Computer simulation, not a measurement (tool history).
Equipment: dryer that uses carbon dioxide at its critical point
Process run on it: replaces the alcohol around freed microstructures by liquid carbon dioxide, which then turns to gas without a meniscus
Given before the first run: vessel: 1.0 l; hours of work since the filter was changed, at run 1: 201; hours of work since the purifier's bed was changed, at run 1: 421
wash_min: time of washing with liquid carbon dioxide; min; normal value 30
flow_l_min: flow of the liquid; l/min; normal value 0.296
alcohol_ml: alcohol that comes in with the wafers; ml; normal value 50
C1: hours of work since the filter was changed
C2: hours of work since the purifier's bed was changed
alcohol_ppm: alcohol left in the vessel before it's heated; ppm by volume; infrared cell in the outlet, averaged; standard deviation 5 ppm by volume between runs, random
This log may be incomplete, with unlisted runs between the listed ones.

{"run": 1, "hour": 0.0, "wash_min": 30, "flow_l_min": 0.296, "alcohol_ml": 50, "C1": 201, "C2": 421, "alcohol_ppm": 120}
{"run": 2, "hour": 15.9, "wash_min": 30, "flow_l_min": 0.328, "alcohol_ml": 50, "C1": 212, "C2": 432, "alcohol_ppm": 118}
{"run": 3, "hour": 31.5, "wash_min": 30, "flow_l_min": 0.296, "alcohol_ml": 50, "C1": 223, "C2": 443, "alcohol_ppm": 135}
{"run": 4, "hour": 44.4, "wash_min": 30, "flow_l_min": 0.296, "alcohol_ml": 50, "C1": 232, "C2": 452, "alcohol_ppm": 138}
{"run": 5, "hour": 52.0, "wash_min": 30, "flow_l_min": 0.296, "alcohol_ml": 50, "C1": 237, "C2": 457, "alcohol_ppm": 150}
{"run": 6, "hour": 66.2, "wash_min": 30, "flow_l_min": 0.296, "alcohol_ml": 50, "C1": 247, "C2": 467, "alcohol_ppm": 153}
{"run": 7, "hour": 81.0, "wash_min": 30, "flow_l_min": 0.296, "alcohol_ml": 50, "C1": 257, "C2": 477, "alcohol_ppm": 154}
{"run": 8, "hour": 96.2, "wash_min": 30, "flow_l_min": 0.296, "alcohol_ml": 69, "C1": 268, "C2": 488, "alcohol_ppm": 177}
{"run": 9, "hour": 103.2, "wash_min": 30, "flow_l_min": 0.296, "alcohol_ml": 69, "C1": 273, "C2": 493, "alcohol_ppm": 177}
{"run": 10, "hour": 114.5, "wash_min": 30, "flow_l_min": 0.296, "alcohol_ml": 69, "C1": 281, "C2": 500, "alcohol_ppm": 174}
{"run": 11, "hour": 122.6, "wash_min": 30, "flow_l_min": 0.296, "alcohol_ml": 50, "C1": 286, "C2": 506, "alcohol_ppm": 165}
{"run": 12, "hour": 131.9, "wash_min": 30, "flow_l_min": 0.296, "alcohol_ml": 50, "C1": 293, "C2": 512, "alcohol_ppm": 152}
{"run": 13, "hour": 148.1, "wash_min": 30, "flow_l_min": 0.296, "alcohol_ml": 50, "C1": 304, "C2": 524, "alcohol_ppm": 153}
{"run": 14, "hour": 155.9, "wash_min": 30, "flow_l_min": 0.296, "alcohol_ml": 50, "C1": 309, "C2": 529, "alcohol_ppm": 171}
{"run": 15, "hour": 166.8, "wash_min": 30, "flow_l_min": 0.296, "alcohol_ml": 50, "C1": 317, "C2": 537, "alcohol_ppm": 167}
{"run": 16, "hour": 183.4, "wash_min": 30, "flow_l_min": 0.214, "alcohol_ml": 50, "C1": 328, "C2": 548, "alcohol_ppm": 492}
{"run": 17, "hour": 192.5, "wash_min": 30, "flow_l_min": 0.214, "alcohol_ml": 50, "C1": 335, "C2": 554, "alcohol_ppm": 501}
{"run": 18, "hour": 202.3, "wash_min": 30, "flow_l_min": 0.296, "alcohol_ml": 79, "C1": 342, "C2": 561, "alcohol_ppm": 218}
{"run": 19, "hour": 211.5, "wash_min": 30, "flow_l_min": 0.296, "alcohol_ml": 79, "C1": 348, "C2": 568, "alcohol_ppm": 217}
{"run": 20, "hour": 220.8, "wash_min": 30, "flow_l_min": 0.296, "alcohol_ml": 79, "C1": 354, "C2": 574, "alcohol_ppm": 232}
{"run": 21, "hour": 237.7, "wash_min": 30, "flow_l_min": 0.296, "alcohol_ml": 79, "C1": 366, "C2": 586, "alcohol_ppm": 217}
{"run": 22, "hour": 252.8, "wash_min": 30, "flow_l_min": 0.296, "alcohol_ml": 79, "C1": 377, "C2": 596, "alcohol_ppm": 232}
{"run": 23, "hour": 267.7, "wash_min": 30, "flow_l_min": 0.296, "alcohol_ml": 79, "C1": 387, "C2": 607, "alcohol_ppm": 239}
{"run": 24, "hour": 278.1, "wash_min": 41, "flow_l_min": 0.269, "alcohol_ml": 28, "C1": 394, "C2": 614, "alcohol_ppm": 131}
{"run": 25, "hour": 294.0, "wash_min": 36, "flow_l_min": 0.32, "alcohol_ml": 44, "C1": 405, "C2": 625, "alcohol_ppm": 136}
{"hour": 300.0, "done": "inlet filter changed"}
{"run": 26, "hour": 303.2, "wash_min": 30, "flow_l_min": 0.241, "alcohol_ml": 50, "C1": 2, "C2": 630, "alcohol_ppm": 230}
{"run": 27, "hour": 313.6, "wash_min": 30, "flow_l_min": 0.241, "alcohol_ml": 50, "C1": 9, "C2": 638, "alcohol_ppm": 239}
{"run": 28, "hour": 321.5, "wash_min": 30, "flow_l_min": 0.241, "alcohol_ml": 50, "C1": 15, "C2": 643, "alcohol_ppm": 245}
{"run": 29, "hour": 338.5, "wash_min": 43, "flow_l_min": 0.291, "alcohol_ml": 54, "C1": 27, "C2": 655, "alcohol_ppm": 140}
{"run": 30, "hour": 347.4, "wash_min": 43, "flow_l_min": 0.291, "alcohol_ml": 54, "C1": 33, "C2": 661, "alcohol_ppm": 139}
{"run": 31, "hour": 359.9, "wash_min": 30, "flow_l_min": 0.296, "alcohol_ml": 82, "C1": 41, "C2": 670, "alcohol_ppm": 182}
{"run": 32, "hour": 367.0, "wash_min": 30, "flow_l_min": 0.296, "alcohol_ml": 82, "C1": 46, "C2": 675, "alcohol_ppm": 185}
{"run": 33, "hour": 383.8, "wash_min": 30, "flow_l_min": 0.437, "alcohol_ml": 49, "C1": 58, "C2": 686, "alcohol_ppm": 144}
{"run": 34, "hour": 393.4, "wash_min": 37, "flow_l_min": 0.225, "alcohol_ml": 48, "C1": 65, "C2": 693, "alcohol_ppm": 191}
{"run": 35, "hour": 408.6, "wash_min": 30, "flow_l_min": 0.301, "alcohol_ml": 21, "C1": 75, "C2": 704, "alcohol_ppm": 164}
{"run": 36, "hour": 420.6, "wash_min": 30, "flow_l_min": 0.301, "alcohol_ml": 21, "C1": 84, "C2": 712, "alcohol_ppm": 161}
{"run": 37, "hour": 433.8, "wash_min": 30, "flow_l_min": 0.301, "alcohol_ml": 21, "C1": 93, "C2": 721, "alcohol_ppm": 161}
{"run": 38, "hour": 450.5, "wash_min": 23, "flow_l_min": 0.436, "alcohol_ml": 50, "C1": 104, "C2": 733, "alcohol_ppm": 152}
{"run": 39, "hour": 463.1, "wash_min": 44, "flow_l_min": 0.272, "alcohol_ml": 93, "C1": 113, "C2": 741, "alcohol_ppm": 162}
{"run": 40, "hour": 474.4, "wash_min": 30, "flow_l_min": 0.263, "alcohol_ml": 59, "C1": 121, "C2": 749, "alcohol_ppm": 247}
{"run": 41, "hour": 486.7, "wash_min": 30, "flow_l_min": 0.263, "alcohol_ml": 59, "C1": 129, "C2": 758, "alcohol_ppm": 243}
{"run": 42, "hour": 494.9, "wash_min": 30, "flow_l_min": 0.263, "alcohol_ml": 59, "C1": 135, "C2": 763, "alcohol_ppm": 247}
{"run": 43, "hour": 509.8, "wash_min": 30, "flow_l_min": 0.272, "alcohol_ml": 62, "C1": 145, "C2": 774, "alcohol_ppm": 232}
{"run": 44, "hour": 523.2, "wash_min": 43, "flow_l_min": 0.232, "alcohol_ml": 94, "C1": 155, "C2": 783, "alcohol_ppm": 192}
{"run": 45, "hour": 537.3, "wash_min": 30, "flow_l_min": 0.296, "alcohol_ml": 23, "C1": 164, "C2": 793, "alcohol_ppm": 179}
{"run": 46, "hour": 552.2, "wash_min": 22, "flow_l_min": 0.371, "alcohol_ml": 54, "C1": 175, "C2": 803, "alcohol_ppm": 231}

Each row is a separate what-if for the run after 46, all from the same tool condition, not one after another. Results?
{"run": "A", "hour": 565.8, "wash_min": 19, "flow_l_min": 0.279, "alcohol_ml": 75, "C1": 184, "C2": 812, "alcohol_ppm": "?"}
{"run": "B", "hour": 565.8, "wash_min": 22, "flow_l_min": 0.449, "alcohol_ml": 50, "C1": 184, "C2": 812, "alcohol_ppm": "?"}
{"run": "C", "hour": 565.8, "wash_min": 22, "flow_l_min": 0.371, "alcohol_ml": 29, "C1": 184, "C2": 812, "alcohol_ppm": "?"}
{"run": "D", "hour": 565.8, "wash_min": 29, "flow_l_min": 0.297, "alcohol_ml": 50, "C1": 184, "C2": 812, "alcohol_ppm": "?"}
{"run": "E", "hour": 565.8, "wash_min": 31, "flow_l_min": 0.339, "alcohol_ml": 31, "C1": 184, "C2": 812, "alcohol_ppm": "?"}

run=A alcohol_ppm=1231
run=B alcohol_ppm=176
run=C alcohol_ppm=209
run=D alcohol_ppm=214
run=E alcohol_ppm=169
With no hidden state in the tool, these same runs would have given:
run=A alcohol_ppm=768
run=B alcohol_ppm=9
run=C alcohol_ppm=31
run=D alcohol_ppm=32
run=E alcohol_ppm=3
